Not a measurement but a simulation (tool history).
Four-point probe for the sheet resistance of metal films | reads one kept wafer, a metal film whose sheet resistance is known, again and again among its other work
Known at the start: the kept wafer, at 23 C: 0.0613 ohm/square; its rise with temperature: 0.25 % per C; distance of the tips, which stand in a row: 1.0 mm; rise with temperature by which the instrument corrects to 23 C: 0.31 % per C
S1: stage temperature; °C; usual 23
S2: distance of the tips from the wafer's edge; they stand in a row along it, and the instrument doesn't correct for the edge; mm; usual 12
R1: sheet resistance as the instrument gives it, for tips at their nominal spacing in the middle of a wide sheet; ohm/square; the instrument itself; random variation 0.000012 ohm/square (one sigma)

run,hour,S1,S2,R1
1,0,23,12,0.061613
2,22.9,19,12,0.061752
3,51.6,19,12,0.061769
4,73.5,23,12,0.061635
5,88.3,23,12,0.061613
6,118.1,23,11,0.061674
7,147.5,30,11,0.06142
8,163.3,30,11,0.06141
9,187.2,23,11,0.061644
10,218.3,23,12,0.061606
11,249.1,23,12,0.061613
12,278.6,23,12,0.06158
13,293,23,12,0.061592
# hour 295.9: stage's thermometer calibrated
14,318.7,23,12,0.061557
15,333.6,23,21,0.061393
16,351,23,21,0.061389
17,367.2,23,21,0.061384
# hour 384: stage's thermometer calibrated, once more
18,398.4,23,21,0.061484
19,430.1,23,21,0.061453
20,451.7,23,12,0.061595
21,475,23,12,0.061624
22,497.6,20,53,0.061488
23,511.7,27,7,0.061928
24,539.4,34,51,0.061
25,569.1,18,4,0.063555
26,585.6,32,40,0.061089
27,608,32,40,0.061079
28,635.2,25,17,0.061411
29,652.2,32,6,0.061946
30,667.7,23,7,0.062031
31,693,23,7,0.062013
32,712.6,23,7,0.062009
33,736.7,35,9,0.061342
34,761.6,35,9,0.061333
35,790.4,27,72,0.061212
36,812.5,18,72,0.0615

The next listed run, before its measurement:
37,827,23,18,?

{"run 37": {"R1": 0.061448}}
Without the tool's hidden state the same run would have given R1 0.061416 ohm/square.

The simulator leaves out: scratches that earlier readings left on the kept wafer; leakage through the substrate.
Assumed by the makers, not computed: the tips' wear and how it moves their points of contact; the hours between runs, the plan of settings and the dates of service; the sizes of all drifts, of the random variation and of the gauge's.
